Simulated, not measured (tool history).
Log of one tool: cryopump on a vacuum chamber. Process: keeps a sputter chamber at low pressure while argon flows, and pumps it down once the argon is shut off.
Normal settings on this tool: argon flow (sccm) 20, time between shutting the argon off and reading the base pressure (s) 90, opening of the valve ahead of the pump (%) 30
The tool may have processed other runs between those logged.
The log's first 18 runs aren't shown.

run	hour	argon flow (sccm)	time between shutting the argon off and reading the base pressure (s)	opening of the valve ahead of the pump (%)	pressure while argon flows (Pa)	pressure after the wait (uPa)
19	952.5	32	82	16	0.2271	1.34
20	1010.9	32	82	16	0.2244	1.44
21	1080.9	14	51	34	0.0487	1.75
22	1156.1	20	70	30	0.0785	1.82
23	1195.5	18	168	26	0.0806	1.55
24	1263	20	143	30	0.0796	1.7
25	1326.3	20	72	30	0.0798	2.12
# hour 1359.2: pump warmed up, emptied and cooled again
26	1404.4	11	60	20	0.0604	1.9
27	1477.8	20	90	49	0.0461	1.8
28	1511.7	13	67	24	0.0606	2.05
29	1572.1	22	225	30	0.0827	1.75
30	1640.7	22	225	30	0.082	1.89
31	1705.2	21	90	35	0.0688	2.3
32	1765.9	21	23	51	0.0491	3.48
33	1798.5	20	83	30	0.0779	2.43

Alternative continuations, all from the tool just after run 33; predict every row:
A	1843.2	31	90	30	?	?
B	1843.2	20	71	30	?	?
C	1843.2	20	59	30	?	?
D	1843.2	29	42	47	?	?
E	1843.2	19	32	30	?	?

run	pressure while argon flows (Pa)	pressure after the wait (uPa)
A	0.1186	2.53
B	0.0764	2.55
C	0.0765	2.8
D	0.0736	2.91
E	0.074	3.23
With no hidden state in the tool, these same runs would have given:
run	pressure while argon flows (Pa)	pressure after the wait (uPa)
A	0.1122	0.55
B	0.0723	0.61
C	0.0724	0.78
D	0.0677	0.98
E	0.0701	1.24
